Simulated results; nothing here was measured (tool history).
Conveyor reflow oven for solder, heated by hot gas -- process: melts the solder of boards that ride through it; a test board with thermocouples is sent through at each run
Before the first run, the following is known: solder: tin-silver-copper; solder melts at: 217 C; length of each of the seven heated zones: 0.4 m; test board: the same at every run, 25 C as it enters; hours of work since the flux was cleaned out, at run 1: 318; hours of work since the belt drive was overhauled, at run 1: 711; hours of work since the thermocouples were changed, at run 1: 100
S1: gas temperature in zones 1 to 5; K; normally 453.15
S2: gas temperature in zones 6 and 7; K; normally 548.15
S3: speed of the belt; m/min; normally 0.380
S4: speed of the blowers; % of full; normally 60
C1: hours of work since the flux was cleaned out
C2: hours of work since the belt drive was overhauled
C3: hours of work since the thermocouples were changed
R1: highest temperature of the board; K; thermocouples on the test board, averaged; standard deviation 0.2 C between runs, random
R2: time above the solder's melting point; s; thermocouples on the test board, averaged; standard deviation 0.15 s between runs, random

Run 1, hour 0.0: usual settings; C1 318; C2 711; C3 100. Result: R1 537.15 K, R2 112.6 s.
Run 2, hour 24.6: usual settings but S2 551.15 K; C1 337; C2 730; C3 119. Result: R1 540.05 K, R2 114.9 s.
Run 3, hour 45.0: usual settings; C1 353; C2 746; C3 135. Result: R1 536.75 K, R2 112.5 s.
Run 4, hour 63.6: usual settings but S4 52 % of full; C1 368; C2 760; C3 149. Result: R1 535.15 K, R2 110.4 s.
Run 5, hour 88.6: usual settings but S4 52 % of full; C1 387; C2 780; C3 169. Result: R1 535.15 K, R2 110.5 s.
Run 6, hour 101.3: usual settings but S4 52 % of full; C1 397; C2 790; C3 179. Result: R1 535.35 K, R2 110.4 s.
Run 7, hour 117.6: usual settings but S4 52 % of full; C1 410; C2 802; C3 191. Result: R1 534.85 K, R2 110.4 s.
Run 8, hour 131.2: usual settings but S4 52 % of full; C1 421; C2 813; C3 202. Result: R1 534.55 K, R2 110.6 s.
Run 9, hour 145.5: usual settings; C1 432; C2 824; C3 213. Result: R1 536.45 K, R2 112.5 s.
Run 10, hour 163.8: usual settings but S2 546.15 K; C1 446; C2 838; C3 227. Result: R1 534.55 K, R2 111.0 s.
Run 11, hour 185.1: usual settings but S2 546.15 K; C1 463; C2 855; C3 244. Result: R1 534.75 K, R2 110.7 s.
Run 12, hour 209.6: usual settings but S2 546.15 K; C1 482; C2 874; C3 263. Result: R1 534.85 K, R2 110.6 s.
At hour 233.7: flux residue cleaned out of gas plates and filters.
Run 13, hour 236.0: usual settings but S2 546.15 K; C1 2; C2 891; C3 280. Result: R1 535.25 K, R2 111.7 s.
Run 14, hour 250.0: usual settings but S2 546.15 K; C1 13; C2 902; C3 291. Result: R1 535.15 K, R2 111.5 s.
Run 15, hour 263.7: usual settings but S2 546.15 K; C1 23; C2 912; C3 301. Result: R1 535.15 K, R2 111.5 s.
Run 16, hour 283.9: usual settings but S2 538.15 K, S4 69 % of full; C1 39; C2 928; C3 317. Result: R1 528.95 K, R2 107.3 s.
Run 17, hour 305.2: usual settings but S2 559.15 K, S4 69 % of full; C1 56; C2 945; C3 334. Result: R1 549.15 K, R2 121.4 s.
Run 18, hour 328.0: usual settings but S2 542.15 K, S4 70 % of full; C1 73; C2 962; C3 351. Result: R1 532.95 K, R2 110.4 s.
Run 19, hour 347.0: usual settings but S1 462.15 K, S2 550.15 K, S3 0.385 m/min, S4 58 % of full; C1 88; C2 977; C3 366. Result: R1 539.25 K, R2 118.5 s.
Run 20, hour 372.1: usual settings but S3 0.370 m/min, S4 56 % of full; C1 108; C2 997; C3 386. Result: R1 536.25 K, R2 115.8 s.
Run 21, hour 389.9: usual settings but S2 544.15 K, S3 0.396 m/min, S4 56 % of full; C1 122; C2 1011; C3 399. Result: R1 531.25 K, R2 103.0 s.
Run 22, hour 411.3: usual settings but S1 463.15 K, S2 537.15 K, S3 0.351 m/min, S4 87 % of full; C1 138; C2 1027; C3 416. Result: R1 532.35 K, R2 127.3 s.
Run 23, hour 428.1: usual settings but S1 463.15 K, S2 543.15 K, S3 0.374 m/min, S4 87 % of full; C1 151; C2 1040; C3 429. Result: R1 536.75 K, R2 122.3 s.
Run 24, hour 440.3: usual settings but S1 463.15 K, S2 543.15 K, S3 0.444 m/min, S4 88 % of full; C1 161; C2 1050; C3 439. Result: R1 534.45 K, R2 100.4 s.
Run 25, hour 460.6: usual settings but S1 463.15 K, S2 543.15 K, S3 0.444 m/min, S4 88 % of full; C1 177; C2 1066; C3 455. Result: R1 534.05 K, R2 100.3 s.
Run 26, hour 475.7: usual settings but S1 463.15 K, S2 549.15 K, S3 0.376 m/min, S4 88 % of full; C1 189; C2 1077; C3 466. Result: R1 542.65 K, R2 124.5 s.
At hour 494.5: belt drive overhauled, speed set with a stopwatch.
Run 27, hour 500.1: usual settings but S1 467.15 K, S2 538.15 K, S3 0.357 m/min; C1 204; C2 4; C3 482. Result: R1 529.75 K, R2 122.9 s.
Run 28, hour 513.2: usual settings but S1 467.15 K, S2 559.15 K, S3 0.383 m/min; C1 215; C2 15; C3 492. Result: R1 548.05 K, R2 126.3 s.
Run 29, hour 525.7: usual settings but S1 467.15 K, S2 540.15 K, S3 0.383 m/min; C1 224; C2 24; C3 502. Result: R1 530.15 K, R2 114.4 s.
Run 30, hour 543.8: usual settings but S1 444.15 K; C1 238; C2 38; C3 516. Result: R1 535.05 K, R2 104.8 s.

The logged runs with the hidden state left out (each run's random variation unchanged):
What the log doesn't record here: heat that the gas passes to the board, % of a clean oven's; belt's true speed, % of the reading; true gas temperature in zones 6 and 7 over the reading, C; drift of the gauge itself on peak_c, C; drift of the gauge itself on liquid_s, %.
run      R1     R2
  1  537.75  112.1
  2  540.75  114.3
  3  537.55  112.1
  4  535.85  110.0
  5  535.95  110.1
  6  536.15  110.1
  7  535.75  110.0
  8  535.45  110.3
  9  537.45  112.2
 10  535.65  110.8
 11  535.85  110.6
 12  536.05  110.4
 13  535.75  110.7
 14  535.65  110.5
 15  535.75  110.5
 16  529.55  106.4
 17  549.85  120.3
 18  533.75  109.5
 19  540.05  117.4
 20  537.15  114.9
 21  532.15  102.3
 22  533.45  126.3
 23  537.95  121.2
 24  535.65   99.7
 25  535.35   99.6
 26  543.95  123.3
 27  531.25  124.1
 28  549.55  127.0
 29  531.65  115.6
 30  536.75  106.3
